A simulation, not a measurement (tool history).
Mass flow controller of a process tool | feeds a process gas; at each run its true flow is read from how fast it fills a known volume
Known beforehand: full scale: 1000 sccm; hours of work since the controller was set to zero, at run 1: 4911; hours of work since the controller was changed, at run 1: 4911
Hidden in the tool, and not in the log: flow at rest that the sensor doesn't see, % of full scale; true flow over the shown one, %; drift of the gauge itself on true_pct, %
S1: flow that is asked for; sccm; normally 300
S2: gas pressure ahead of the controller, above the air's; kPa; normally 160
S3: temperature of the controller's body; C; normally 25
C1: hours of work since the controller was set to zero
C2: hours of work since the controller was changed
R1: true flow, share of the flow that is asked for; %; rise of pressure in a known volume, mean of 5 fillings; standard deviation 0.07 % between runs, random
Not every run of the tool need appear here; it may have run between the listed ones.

| run | hour | S1 | S2 | S3 | C1 | C2 | R1 |
|---|---|---|---|---|---|---|---|
| 1 | 0 | 300 | 160 | 25 | 4911 | 4911 | 97.7 |
| 2 | 302.5 | 300 | 160 | 25 | 5073 | 5073 | 97.62 |
| 3 | 595.6 | 300 | 160 | 25 | 5231 | 5231 | 97.69 |
| 4 | 939.9 | 300 | 160 | 25 | 5417 | 5417 | 97.62 |
| 5 | 1267.6 | 300 | 160 | 25 | 5593 | 5593 | 97.8 |
| 6 | 1634.2 | 211 | 160 | 25 | 5791 | 5791 | 97.31 |
| 7 | 1814.8 | 211 | 160 | 25 | 5888 | 5888 | 97.28 |
| 8 | 2052 | 300 | 160 | 25 | 6016 | 6016 | 97.58 |
| 9 | 2341 | 300 | 160 | 25 | 6171 | 6171 | 97.53 |
| 10 | 2682 | 300 | 160 | 25 | 6355 | 6355 | 97.63 |
| 11 | 2840.3 | 300 | 160 | 33 | 6440 | 6440 | 96.74 |
| 12 | 3175.4 | 300 | 160 | 33 | 6621 | 6621 | 96.96 |
| 13 | 3451.1 | 440 | 166 | 33 | 6769 | 6769 | 97.31 |
| 14 | 3605.8 | 440 | 166 | 33 | 6852 | 6852 | 97.28 |
| 15 | 3873.3 | 440 | 166 | 33 | 6996 | 6996 | 97.11 |
| 16 | 4203 | 121 | 160 | 25 | 7174 | 7174 | 97.17 |
| 17 | 4474.7 | 121 | 233 | 34 | 7320 | 7320 | 96.81 |
|  | 4614.4 | controller's zero set anew |
| 18 | 4625 | 300 | 160 | 30 | 6 | 7401 | 97.13 |
|  | 4807.3 | controller exchanged for a calibrated one |
| 19 | 4993.9 | 706 | 199 | 21 | 101 | 101 | 99.41 |

For run 20, what comes out?
| 20 | 5239.6 | 422 | 160 | 30 | 233 | 233 | ? |

{"run 20": {"R1": 97.43}}
If the tool had no hidden condition, the same run with the same run-to-run variation would have returned R1 97.43 %.

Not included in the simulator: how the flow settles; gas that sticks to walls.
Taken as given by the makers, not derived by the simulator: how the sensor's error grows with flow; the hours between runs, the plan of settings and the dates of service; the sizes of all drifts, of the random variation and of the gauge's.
